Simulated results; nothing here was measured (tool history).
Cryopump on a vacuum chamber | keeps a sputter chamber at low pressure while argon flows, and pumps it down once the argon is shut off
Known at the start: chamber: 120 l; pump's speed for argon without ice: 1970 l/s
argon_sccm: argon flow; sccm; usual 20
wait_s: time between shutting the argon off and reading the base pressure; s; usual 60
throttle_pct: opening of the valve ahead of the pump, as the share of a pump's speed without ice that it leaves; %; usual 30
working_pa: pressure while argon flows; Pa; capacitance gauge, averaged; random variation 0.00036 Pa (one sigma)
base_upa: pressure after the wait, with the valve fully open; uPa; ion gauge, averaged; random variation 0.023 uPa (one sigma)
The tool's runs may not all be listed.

Run 1, hour 0: usual settings. Result: working_pa 0.0605 Pa, base_upa 1.53 uPa.
Run 2, hour 28.8: usual settings but argon_sccm 24 sccm. Result: working_pa 0.0721 Pa, base_upa 1.61 uPa.
Run 3, hour 62: usual settings. Result: working_pa 0.0604 Pa, base_upa 1.56 uPa.
Run 4, hour 98: usual settings. Result: working_pa 0.0599 Pa, base_upa 1.59 uPa.
At hour 155.3: pump warmed up, emptied and cooled again.
Run 5, hour 163.9: usual settings. Result: working_pa 0.0576 Pa, base_upa 1.48 uPa.
Run 6, hour 190.8: usual settings. Result: working_pa 0.0578 Pa, base_upa 1.46 uPa.
Run 7, hour 246.5: usual settings. Result: working_pa 0.0578 Pa, base_upa 1.49 uPa.
Run 8, hour 291.4: usual settings. Result: working_pa 0.0577 Pa, base_upa 1.53 uPa.
Run 9, hour 328.2: usual settings. Result: working_pa 0.0577 Pa, base_upa 1.55 uPa.
Run 10, hour 354.3: usual settings. Result: working_pa 0.0593 Pa, base_upa 1.58 uPa.
Run 11, hour 413.2: usual settings but wait_s 56 s, throttle_pct 51 %. Result: working_pa 0.0348 Pa, base_upa 1.66 uPa.
Run 12, hour 474.4: usual settings but argon_sccm 11 sccm. Result: working_pa 0.0322 Pa, base_upa 1.6 uPa.
Run 13, hour 505.7: usual settings but wait_s 54 s, throttle_pct 40 %. Result: working_pa 0.0441 Pa, base_upa 1.73 uPa.
Run 14, hour 564.6: usual settings but wait_s 93 s, throttle_pct 21 %. Result: working_pa 0.0831 Pa, base_upa 1.4 uPa.
Run 15, hour 603.2: usual settings but argon_sccm 12 sccm, wait_s 100 s, throttle_pct 17 %. Result: working_pa 0.0613 Pa, base_upa 1.42 uPa.
Run 16, hour 647.7: usual settings but argon_sccm 17 sccm, wait_s 163 s, throttle_pct 34 %. Result: working_pa 0.0445 Pa, base_upa 1.34 uPa.
Run 17, hour 678.3: usual settings but argon_sccm 11 sccm, wait_s 151 s, throttle_pct 34 %. Result: working_pa 0.0288 Pa, base_upa 1.33 uPa.
Run 18, hour 727.1: usual settings but argon_sccm 12 sccm, wait_s 28 s, throttle_pct 34 %. Result: working_pa 0.0308 Pa, base_upa 2.33 uPa.
Run 19, hour 785.7: usual settings but argon_sccm 26 sccm, throttle_pct 32 %. Result: working_pa 0.0723 Pa, base_upa 1.72 uPa.
Run 20, hour 846.9: usual settings but argon_sccm 26 sccm, throttle_pct 32 %. Result: working_pa 0.0731 Pa, base_upa 1.79 uPa.

Measured less the same run without the tool's hidden state. The same run-to-run variation is in both; the gauge's scatter may not be:
The hidden state here: pump's speed, % of a pump's without ice; cold plate's temperature, K; leak into the chamber, uPa l/s; drift of the gauge itself on working_pa, %; drift of the gauge itself on base_upa, %.
run  working_pa  base_upa
  1     +0.0027     +0.79
  2     +0.0034     +0.83
  3      +0.003     +0.82
  4     +0.0031     +0.85
  5     +0.0003     +0.72
  6     +0.0003     +0.73
  7     +0.0005     +0.76
  8     +0.0006     +0.79
  9     +0.0008     +0.81
 10     +0.0009     +0.83
 11     +0.0009     +0.86
 12     +0.0006     +0.85
 13     +0.0013      +0.9
 14     +0.0015     +0.89
 15     +0.0009     +0.94
 16     +0.0015     +0.96
 17      +0.001     +0.95
 18     +0.0012     +0.96
 19     +0.0028     +0.99
 20     +0.0031     +1.06
